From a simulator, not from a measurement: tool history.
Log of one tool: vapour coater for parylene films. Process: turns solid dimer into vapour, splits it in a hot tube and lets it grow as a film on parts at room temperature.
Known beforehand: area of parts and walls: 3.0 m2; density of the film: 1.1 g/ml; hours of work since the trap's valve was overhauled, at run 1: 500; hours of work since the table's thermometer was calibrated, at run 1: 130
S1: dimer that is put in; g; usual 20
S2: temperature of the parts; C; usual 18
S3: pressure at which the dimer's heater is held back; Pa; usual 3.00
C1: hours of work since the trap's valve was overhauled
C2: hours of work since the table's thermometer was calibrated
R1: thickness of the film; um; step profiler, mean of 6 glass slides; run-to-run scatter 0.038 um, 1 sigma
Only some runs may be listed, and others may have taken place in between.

run 1 hour=0.0 | S1=20 S2=18 S3=3.00 | C1=500 C2=130 | R1=3.54
run 2 hour=18.9 | S1=20 S2=18 S3=3.00 | C1=515 C2=145 | R1=3.54
run 3 hour=30.1 | S1=20 S2=18 S3=3.00 | C1=524 C2=154 | R1=3.60
run 4 hour=46.6 | S1=20 S2=18 S3=3.00 | C1=537 C2=167 | R1=3.57
run 5 hour=63.0 | S1=20 S2=18 S3=3.00 | C1=550 C2=180 | R1=3.54
-- hour=65.6 table's thermometer calibrated
run 6 hour=74.4 | S1=20 S2=18 S3=3.00 | C1=558 C2=7 | R1=3.55
run 7 hour=90.1 | S1=20 S2=18 S3=5.39 | C1=571 C2=19 | R1=3.38
run 8 hour=105.5 | S1=20 S2=18 S3=5.39 | C1=583 C2=32 | R1=3.36
-- hour=117.5 table's thermometer calibrated, once more
run 9 hour=126.6 | S1=36 S2=28 S3=4.14 | C1=599 C2=7 | R1=4.06
-- hour=142.5 trap's valve overhauled
run 10 hour=148.3 | S1=18 S2=14 S3=2.87 | C1=5 C2=21 | R1=4.25
run 11 hour=159.9 | S1=18 S2=14 S3=2.87 | C1=14 C2=30 | R1=4.26
run 12 hour=172.1 | S1=11 S2=14 S3=2.26 | C1=23 C2=40 | R1=2.66
run 13 hour=181.3 | S1=12 S2=26 S3=7.91 | C1=31 C2=47 | R1=1.61
run 14 hour=200.8 | S1=20 S2=18 S3=2.12 | C1=46 C2=63 | R1=4.08
run 15 hour=218.8 | S1=20 S2=18 S3=2.12 | C1=60 C2=77 | R1=4.08
run 16 hour=229.7 | S1=20 S2=18 S3=11.80 | C1=69 C2=86 | R1=3.71

Selected run-to-run steps in R1, each split into two signed amounts: the part the tool would show with no hidden state at all (from settings, incoming material and random variation), and the remainder, which goes to the hidden state together with any gauge scatter not common to the measured and the hidden-state-free results:
Hidden state present: vapour lost through the trap's worn valve, %; true temperature of the parts over the reading, C; drift of the gauge itself on film_um, %.
Run 9 -> 10: S1 36 -> 18, S2 28 -> 14, S3 4.14 -> 2.87, trap's valve overhauled. R1 +0.19 um: hidden state +0.62, all else -0.43.
Run 13 -> 14: S1 12 -> 20, S2 26 -> 18, S3 7.91 -> 2.12. R1 +2.47 um: hidden state -0.02, all else +2.49.

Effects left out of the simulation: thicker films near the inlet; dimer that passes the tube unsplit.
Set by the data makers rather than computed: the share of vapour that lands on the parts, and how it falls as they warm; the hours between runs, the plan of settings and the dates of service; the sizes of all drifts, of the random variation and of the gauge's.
